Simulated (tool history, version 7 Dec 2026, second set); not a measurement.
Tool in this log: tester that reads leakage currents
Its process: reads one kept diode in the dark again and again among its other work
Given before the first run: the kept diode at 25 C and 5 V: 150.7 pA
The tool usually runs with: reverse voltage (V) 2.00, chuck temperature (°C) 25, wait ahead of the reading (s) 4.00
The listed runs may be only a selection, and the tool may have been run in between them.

run   hour  reverse voltage (V)  chuck temperature (°C)  wait ahead of the reading (s)  current that the tester gives (pA)
  1    0.0                 2.00                      25                           4.00                              109.84
  2   31.0                 3.36                      25                           4.00                              142.15
  3   54.4                 3.36                      25                           1.26                              143.28
  4   88.1                 2.00                      25                           4.00                              111.71
  5  125.0                 2.00                      25                           4.00                              112.87
     131.7  -- probe card cleaned and baked
  6  168.1                 2.00                      25                           4.00                              113.73
  7  187.0                 2.00                      25                           4.00                              114.11
  8  208.8                 2.00                      25                           4.00                              116.01
  9  249.0                 2.00                      32                           4.00                              203.94
 10  279.7                 2.00                      25                           1.39                              117.83
     297.0  -- probe card cleaned and baked, once more
     314.7  -- chuck's temperature calibrated
 11  324.6                 2.00                      25                           1.39                               98.35
 12  359.8                 1.35                      25                           4.00                               81.87
 13  382.8                 6.14                      25                           4.00                              170.70
 14  409.1                 1.56                      32                           0.47                              157.42
 15  433.1                11.99                      32                           6.82                              420.34
 16  469.3                 1.08                      39                           5.32                              228.36
 17  501.9                 5.28                      23                           5.32                              138.63
 18  538.8                 1.16                      30                           0.57                              120.31

3 ways to go on from here, each from the tool as it stands after run 18. What would each give?
  A  562.1                 1.16                      30                           0.63                                   ?
  B  562.1                16.80                      30                           0.57                                   ?
  C  562.1                 2.00                      22                           4.00                                   ?

run  current that the tester gives (pA)
  A                              121.48
  B                              440.09
  C                               81.17
With the hidden condition removed and each run's random variation left untouched, the same runs would have given:
run  current that the tester gives (pA)
  A                              113.51
  B                              410.98
  C                               75.52
